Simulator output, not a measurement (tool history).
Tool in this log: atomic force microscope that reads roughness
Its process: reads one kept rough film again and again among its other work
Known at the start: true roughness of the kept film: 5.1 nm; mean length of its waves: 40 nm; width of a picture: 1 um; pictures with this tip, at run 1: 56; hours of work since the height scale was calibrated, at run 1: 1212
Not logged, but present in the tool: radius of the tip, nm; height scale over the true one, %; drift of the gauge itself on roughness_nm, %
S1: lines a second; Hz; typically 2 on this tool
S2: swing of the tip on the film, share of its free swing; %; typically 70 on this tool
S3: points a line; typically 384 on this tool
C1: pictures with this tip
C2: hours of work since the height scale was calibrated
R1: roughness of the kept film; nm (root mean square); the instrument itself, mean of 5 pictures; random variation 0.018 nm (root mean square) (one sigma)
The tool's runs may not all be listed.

run     day    S1  S2   S3  C1    C2     R1
  1       0     2  70  384  56  1212  3.969
      0.579  -- new tip fitted
  2   1.575     2  70  384  43  1233  4.065
      2.496  -- new tip fitted
  3   3.058     2  70  384  24  1253   4.09
      4.383  -- new tip fitted
  4   4.983     2  70  337  25  1279  4.121
      6.279  -- new tip fitted
  5   7.129     2  70  337  36  1308  4.049
      8.217  -- new tip fitted
  6   9.154     2  70  337  41  1335  4.013
     10.054  -- new tip fitted
  7  10.758     2  70  337  30  1357  4.087
     10.983  -- height scale calibrated on a step standard
     12.004  -- new tip fitted
  8  12.004  0.54  79  743   0    14  4.421
  9  13.758  0.54  65  743  76    38  4.233
     13.967  -- new tip fitted
 10  15.671  2.31  55  384  74    63  4.134

Alternative continuations, all from the tool just after run 10; predict every row:
     15.888  -- new tip fitted
  A  17.025  2.31  55  919  50  82   ?
     15.888  -- new tip fitted
  B  17.025  2.31  68  384  50  82   ?
     15.888  -- new tip fitted
  C  17.025     2  68  384  50  82   ?
     15.888  -- new tip fitted
  D  17.025     2  68  837  50  82   ?
     15.888  -- new tip fitted
  E  17.025  2.32  68  578  50  82   ?

run     R1
  A  4.234
  B   3.96
  C  3.989
  D  4.073
  E  3.965
Stripped of hidden state, with their random variation kept, the same runs would have yielded:
run     R1
  A   4.59
  B  4.292
  C  4.326
  D  4.416
  E  4.298

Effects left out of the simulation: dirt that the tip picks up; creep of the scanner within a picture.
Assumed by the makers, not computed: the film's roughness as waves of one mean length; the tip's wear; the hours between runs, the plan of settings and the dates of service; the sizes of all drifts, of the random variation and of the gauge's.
